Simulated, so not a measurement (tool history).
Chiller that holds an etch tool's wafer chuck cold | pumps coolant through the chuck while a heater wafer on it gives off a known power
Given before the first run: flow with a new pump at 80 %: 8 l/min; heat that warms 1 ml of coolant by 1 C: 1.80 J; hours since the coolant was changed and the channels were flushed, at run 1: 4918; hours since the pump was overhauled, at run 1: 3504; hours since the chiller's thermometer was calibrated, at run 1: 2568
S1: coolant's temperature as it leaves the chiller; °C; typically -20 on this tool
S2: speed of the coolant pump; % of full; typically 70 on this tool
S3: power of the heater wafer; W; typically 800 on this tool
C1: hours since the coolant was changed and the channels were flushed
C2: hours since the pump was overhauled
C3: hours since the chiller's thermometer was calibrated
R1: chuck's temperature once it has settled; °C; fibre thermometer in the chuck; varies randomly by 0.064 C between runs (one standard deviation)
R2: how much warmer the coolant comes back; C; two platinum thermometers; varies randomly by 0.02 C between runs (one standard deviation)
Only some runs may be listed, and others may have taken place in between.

run 1 hour=0.0 | S1=-20 S2=70 S3=800 | C1=4918 C2=3504 C3=2568 | R1=-12.69 R2=3.89
run 2 hour=197.2 | S1=-20 S2=70 S3=800 | C1=5115 C2=3702 C3=2765 | R1=-12.60 R2=3.93
run 3 hour=318.9 | S1=-20 S2=70 S3=599 | C1=5237 C2=3823 C3=2887 | R1=-14.39 R2=2.91
run 4 hour=461.6 | S1=-20 S2=70 S3=599 | C1=5380 C2=3966 C3=3029 | R1=-14.44 R2=2.91
run 5 hour=552.1 | S1=-20 S2=70 S3=599 | C1=5470 C2=4056 C3=3120 | R1=-14.52 R2=2.92
run 6 hour=729.0 | S1=-20 S2=70 S3=599 | C1=5647 C2=4233 C3=3297 | R1=-14.46 R2=2.88
run 7 hour=889.2 | S1=-20 S2=70 S3=599 | C1=5807 C2=4394 C3=3457 | R1=-14.43 R2=2.93
run 8 hour=1056.1 | S1=-20 S2=70 S3=800 | C1=5974 C2=4560 C3=3624 | R1=-12.58 R2=3.91
run 9 hour=1251.6 | S1=-20 S2=70 S3=800 | C1=6170 C2=4756 C3=3819 | R1=-12.51 R2=3.90
run 10 hour=1438.9 | S1=-20 S2=70 S3=800 | C1=6357 C2=4943 C3=4007 | R1=-12.54 R2=3.89
run 11 hour=1638.7 | S1=-13 S2=70 S3=800 | C1=6557 C2=5143 C3=4206 | R1=-5.61 R2=3.88
run 12 hour=1828.3 | S1=-13 S2=70 S3=800 | C1=6746 C2=5333 C3=4396 | R1=-5.64 R2=3.88
run 13 hour=1931.8 | S1=-13 S2=70 S3=800 | C1=6850 C2=5436 C3=4500 | R1=-5.72 R2=3.91
-- hour=2018.9 chiller's thermometer calibrated
run 14 hour=2140.1 | S1=-30 S2=70 S3=800 | C1=7057 C2=5644 C3=121 | R1=-22.59 R2=3.89
-- hour=2237.9 coolant changed, channels flushed
run 15 hour=2237.9 | S1=-30 S2=70 S3=800 | C1=0 C2=5735 C3=213 | R1=-22.61 R2=3.87
run 16 hour=2403.6 | S1=-30 S2=70 S3=585 | C1=166 C2=5901 C3=379 | R1=-24.62 R2=2.85
run 17 hour=2545.0 | S1=-30 S2=70 S3=585 | C1=307 C2=6042 C3=520 | R1=-24.56 R2=2.84
run 18 hour=2748.2 | S1=-30 S2=70 S3=585 | C1=510 C2=6246 C3=723 | R1=-24.51 R2=2.86
run 19 hour=2938.5 | S1=-20 S2=68 S3=1074 | C1=701 C2=6436 C3=914 | R1=-9.86 R2=5.36
run 20 hour=3144.8 | S1=-20 S2=92 S3=725 | C1=907 C2=6642 C3=1120 | R1=-14.86 R2=2.62
run 21 hour=3322.8 | S1=-20 S2=82 S3=791 | C1=1085 C2=6820 C3=1298 | R1=-13.72 R2=3.22
run 22 hour=3424.4 | S1=-20 S2=82 S3=791 | C1=1187 C2=6922 C3=1400 | R1=-13.85 R2=3.20
run 23 hour=3599.7 | S1=-24 S2=92 S3=800 | C1=1362 C2=7097 C3=1575 | R1=-18.36 R2=2.87
run 24 hour=3798.9 | S1=-27 S2=92 S3=624 | C1=1561 C2=7296 C3=1774 | R1=-22.57 R2=2.24
run 25 hour=3927.6 | S1=-30 S2=72 S3=800 | C1=1690 C2=7425 C3=1903 | R1=-22.93 R2=3.76
run 26 hour=4076.4 | S1=-30 S2=67 S3=800 | C1=1839 C2=7574 C3=2052 | R1=-22.24 R2=4.10
run 27 hour=4236.4 | S1=-30 S2=67 S3=1086 | C1=1998 C2=7734 C3=2211 | R1=-19.60 R2=5.55
run 28 hour=4366.3 | S1=-20 S2=70 S3=748 | C1=2128 C2=7864 C3=2341 | R1=-13.11 R2=3.66
run 29 hour=4466.4 | S1=-20 S2=95 S3=424 | C1=2228 C2=7964 C3=2442 | R1=-17.11 R2=1.48
run 30 hour=4575.4 | S1=-13 S2=91 S3=707 | C1=2338 C2=8073 C3=2551 | R1=-7.99 R2=2.54
run 31 hour=4757.1 | S1=-20 S2=70 S3=730 | C1=2519 C2=8254 C3=2732 | R1=-13.33 R2=3.54

5 options for the next run, each taken on its own from the tool as it stands now. Forecast them:
run A hour=4899.0 | S1=-21 S2=70 S3=469 | C1=2661 C2=8396 C3=2874 | R1=? R2=?
run B hour=4899.0 | S1=-26 S2=71 S3=863 | C1=2661 C2=8396 C3=2874 | R1=? R2=?
run C hour=4899.0 | S1=-26 S2=94 S3=730 | C1=2661 C2=8396 C3=2874 | R1=? R2=?
run D hour=4899.0 | S1=-28 S2=91 S3=1146 | C1=2661 C2=8396 C3=2874 | R1=? R2=?
run E hour=4899.0 | S1=-28 S2=72 S3=867 | C1=2661 C2=8396 C3=2874 | R1=? R2=?

run=A R1=-16.81 R2=2.27
run=B R1=-18.14 R2=4.12
run=C R1=-20.99 R2=2.59
run=D R1=-19.92 R2=4.09
run=E R1=-20.30 R2=4.09
Stripped of hidden state, with their random variation kept, the same runs would have yielded:
run=A R1=-16.82 R2=2.26
run=B R1=-18.16 R2=4.11
run=C R1=-21.00 R2=2.58
run=D R1=-19.94 R2=4.08
run=E R1=-20.32 R2=4.08
